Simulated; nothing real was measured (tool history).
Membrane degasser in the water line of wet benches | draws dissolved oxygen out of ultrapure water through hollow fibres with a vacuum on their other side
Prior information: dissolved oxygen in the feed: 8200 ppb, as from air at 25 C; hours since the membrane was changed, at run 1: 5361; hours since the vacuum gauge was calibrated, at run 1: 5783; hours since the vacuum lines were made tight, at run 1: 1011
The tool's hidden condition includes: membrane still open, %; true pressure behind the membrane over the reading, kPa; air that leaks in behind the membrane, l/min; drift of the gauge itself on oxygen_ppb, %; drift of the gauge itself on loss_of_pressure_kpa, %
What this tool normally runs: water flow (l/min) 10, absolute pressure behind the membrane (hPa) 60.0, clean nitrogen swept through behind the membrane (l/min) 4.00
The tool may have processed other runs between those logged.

| run | hour | water flow (l/min) | absolute pressure behind the membrane (hPa) | clean nitrogen swept through behind the membrane (l/min) | hours since the membrane was changed | hours since the vacuum gauge was calibrated | hours since the vacuum lines were made tight | dissolved oxygen in the water behind the degasser (ppb) | pressure that the water loses in the fibres (hPa) |
|---|---|---|---|---|---|---|---|---|---|
| 1 | 0.0 | 10 | 60.0 | 4.00 | 5361 | 5783 | 1011 | 22.0 | 287.4 |
| 2 | 132.2 | 10 | 116.3 | 4.00 | 5493 | 5915 | 1143 | 57.7 | 288.5 |
| 3 | 241.9 | 10 | 116.3 | 4.00 | 5603 | 6025 | 1253 | 57.8 | 290.5 |
| 4 | 332.7 | 10 | 60.0 | 5.34 | 5694 | 6116 | 1343 | 17.7 | 285.5 |
| 5 | 496.9 | 10 | 60.0 | 4.00 | 5858 | 6280 | 1508 | 23.3 | 288.4 |
| 6 | 579.4 | 10 | 60.0 | 4.00 | 5940 | 6363 | 1590 | 22.8 | 286.9 |
| 7 | 739.3 | 10 | 60.0 | 4.00 | 6100 | 6522 | 1750 | 22.6 | 284.4 |
| 8 | 815.4 | 10 | 60.0 | 4.00 | 6176 | 6599 | 1826 | 22.5 | 289.4 |
| 9 | 928.5 | 10 | 60.0 | 4.00 | 6289 | 6712 | 1939 | 23.1 | 290.8 |
| 10 | 1094.4 | 10 | 60.0 | 4.00 | 6455 | 6878 | 2105 | 23.2 | 290.0 |
| 11 | 1252.6 | 10 | 60.0 | 4.00 | 6614 | 7036 | 2263 | 22.8 | 288.9 |
| 12 | 1361.3 | 10 | 60.0 | 3.19 | 6722 | 7144 | 2372 | 28.2 | 288.0 |
| 13 | 1451.1 | 10 | 60.0 | 3.19 | 6812 | 7234 | 2462 | 28.0 | 290.3 |
| 14 | 1594.2 | 10 | 60.0 | 3.19 | 6955 | 7377 | 2605 | 28.0 | 292.2 |
| 15 | 1721.2 | 10 | 60.0 | 3.19 | 7082 | 7504 | 2732 | 28.3 | 291.6 |
|  | 1807.1 | vacuum gauge calibrated |
| 16 | 1827.0 | 10 | 60.0 | 3.19 | 7187 | 20 | 2837 | 27.1 | 290.6 |
| 17 | 1960.3 | 11 | 88.5 | 3.19 | 7321 | 153 | 2971 | 54.1 | 322.8 |
| 18 | 2079.2 | 13 | 136.7 | 8.72 | 7440 | 272 | 3089 | 52.2 | 377.0 |
| 19 | 2229.2 | 13 | 136.7 | 3.66 | 7590 | 422 | 3239 | 104.3 | 378.4 |
| 20 | 2348.1 | 13 | 136.7 | 3.66 | 7709 | 541 | 3358 | 105.4 | 374.3 |
| 21 | 2487.8 | 15 | 74.7 | 4.00 | 7848 | 681 | 3498 | 61.7 | 436.6 |
| 22 | 2613.5 | 8 | 74.7 | 1.86 | 7974 | 806 | 3624 | 49.7 | 231.1 |
| 23 | 2740.2 | 8 | 74.7 | 1.86 | 8101 | 933 | 3750 | 47.4 | 231.1 |
| 24 | 2854.8 | 11 | 97.9 | 2.93 | 8215 | 1048 | 3865 | 68.5 | 321.2 |
| 25 | 2969.3 | 15 | 68.9 | 2.33 | 8330 | 1162 | 3979 | 79.8 | 441.2 |
| 26 | 3040.9 | 8 | 40.5 | 4.44 | 8401 | 1234 | 4051 | 6.4 | 234.2 |
| 27 | 3157.4 | 8 | 40.5 | 4.44 | 8518 | 1350 | 4168 | 6.2 | 234.7 |
| 28 | 3258.5 | 8 | 40.5 | 4.44 | 8619 | 1451 | 4269 | 6.4 | 233.1 |
| 29 | 3339.3 | 14 | 39.3 | 4.00 | 8700 | 1532 | 4349 | 25.4 | 409.1 |
| 30 | 3413.0 | 14 | 39.3 | 4.00 | 8773 | 1606 | 4423 | 24.6 | 407.9 |
| 31 | 3491.1 | 8 | 115.9 | 2.95 | 8852 | 1684 | 4501 | 61.5 | 234.5 |
| 32 | 3624.3 | 12 | 99.0 | 2.33 | 8985 | 1817 | 4635 | 96.1 | 350.6 |

Same runs, no hidden state in the tool, same run-to-run variation:
| run | dissolved oxygen in the water behind the degasser (ppb) | pressure that the water loses in the fibres (hPa) |
|---|---|---|
| 1 | 19.9 | 279.0 |
| 2 | 55.1 | 279.9 |
| 3 | 55.2 | 281.7 |
| 4 | 15.7 | 276.6 |
| 5 | 20.8 | 279.2 |
| 6 | 20.4 | 277.5 |
| 7 | 20.0 | 274.9 |
| 8 | 20.0 | 279.8 |
| 9 | 20.4 | 280.9 |
| 10 | 20.5 | 279.7 |
| 11 | 20.1 | 278.4 |
| 12 | 25.0 | 277.4 |
| 13 | 24.7 | 279.5 |
| 14 | 24.6 | 281.1 |
| 15 | 24.8 | 280.3 |
| 16 | 25.3 | 279.1 |
| 17 | 51.3 | 309.9 |
| 18 | 48.4 | 361.5 |
| 19 | 99.5 | 362.7 |
| 20 | 100.5 | 358.4 |
| 21 | 55.5 | 417.9 |
| 22 | 47.3 | 220.9 |
| 23 | 45.0 | 220.7 |
| 24 | 64.8 | 306.8 |
| 25 | 72.4 | 421.1 |
| 26 | 5.4 | 223.5 |
| 27 | 5.1 | 223.9 |
| 28 | 5.3 | 222.1 |
| 29 | 19.7 | 389.5 |
| 30 | 19.0 | 388.2 |
| 31 | 58.4 | 223.1 |
| 32 | 90.3 | 333.3 |
